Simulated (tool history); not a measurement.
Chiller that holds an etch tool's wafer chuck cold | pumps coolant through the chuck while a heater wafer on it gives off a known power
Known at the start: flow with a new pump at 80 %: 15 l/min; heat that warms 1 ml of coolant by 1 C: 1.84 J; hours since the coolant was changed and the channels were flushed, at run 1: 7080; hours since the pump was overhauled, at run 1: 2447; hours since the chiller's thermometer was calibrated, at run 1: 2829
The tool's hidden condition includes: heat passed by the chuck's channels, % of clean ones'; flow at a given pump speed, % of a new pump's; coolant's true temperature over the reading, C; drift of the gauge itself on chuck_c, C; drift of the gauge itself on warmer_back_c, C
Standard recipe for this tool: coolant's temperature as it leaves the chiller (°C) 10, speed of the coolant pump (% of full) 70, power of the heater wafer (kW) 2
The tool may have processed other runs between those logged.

run	hour	coolant's temperature as it leaves the chiller (°C)	speed of the coolant pump (% of full)	power of the heater wafer (kW)	hours since the coolant was changed and the channels were flushed	hours since the pump was overhauled	hours since the chiller's thermometer was calibrated	chuck's temperature once it has settled (°C)	how much warmer the coolant comes back (C)
1	0	10	70	2	7080	2447	2829	25.8	4.99
2	81.8	10	70	2	7162	2529	2911	25.7	4.99
3	185.2	10	70	1.779	7266	2632	3014	23.9	4.46
4	293.5	10	70	1.779	7374	2740	3123	24	4.43
5	375.5	14	70	1.779	7456	2822	3205	28	4.4
# hour 449.7: coolant changed, channels flushed
6	511.7	14	70	1.779	62	2953	3335	28	4.44
7	616.8	14	70	1.779	167	3058	3440	27.8	4.45
8	748.4	10	70	2	299	3189	3572	25.5	4.97
9	820	10	70	2	370	3261	3643	25.6	5.02
10	944	10	70	2.44	494	3385	3767	29.2	6.07
11	1004.5	10	70	2.44	555	3446	3828	29.1	6.06
12	1068.5	10	70	2.44	619	3510	3892	29.2	6.1
13	1201.6	10	70	2.44	752	3643	4025	29.2	6.12
14	1304.5	10	70	2	855	3746	4128	25.9	4.92
15	1363.8	10	70	2	914	3805	4187	25.7	4.98
16	1481.4	10	70	2	1032	3922	4304	25.8	5.05
17	1618.6	10	70	1.144	1169	4060	4442	19	2.84
18	1709.2	3	88	1.378	1260	4150	4532	12.1	2.78
19	1773.6	9	78	2	1324	4215	4597	23.6	4.47
20	1845.3	5	78	2.594	1396	4286	4668	23.9	5.8
21	1951.3	13	80	1.192	1502	4392	4774	21.4	2.6
22	2039.9	1	80	2.138	1590	4481	4863	16.3	4.64
23	2157.3	3	70	1.927	1708	4598	4980	18.3	4.85
24	2226.6	9	78	2.537	1777	4668	5050	27.4	5.67
25	2343.1	9	61	1.283	1893	4784	5166	20	3.67
26	2425.8	10	81	1.069	1976	4867	5249	17.4	2.32
27	2526.3	11	98	2	2077	4967	5349	23.1	3.52
28	2647.8	3	98	2	2198	5089	5471	15.3	3.63
29	2710.3	3	98	2	2261	5151	5533	15.3	3.63
30	2815.5	3	98	2	2366	5257	5639	15.3	3.57
31	2950.4	3	98	2	2501	5391	5774	15.3	3.58

Consider 3 possible next runs. They are alternatives, not a sequence: every one starts from the tool as it was left by run 31. What does each give?
A	3051.3	8	70	2	2602	5492	5874	?	?
B	3051.3	16	97	2.466	2602	5492	5874	?	?
C	3051.3	10	70	1.913	2602	5492	5874	?	?

run	chuck's temperature once it has settled (°C)	how much warmer the coolant comes back (C)
A	23.7	5.04
B	31.1	4.45
C	25.1	4.75
The same runs, with their run-to-run variation unchanged, on a tool lacking any hidden condition would have given:
run	chuck's temperature once it has settled (°C)	how much warmer the coolant comes back (C)
A	23.6	5.04
B	31.1	4.44
C	25	4.75
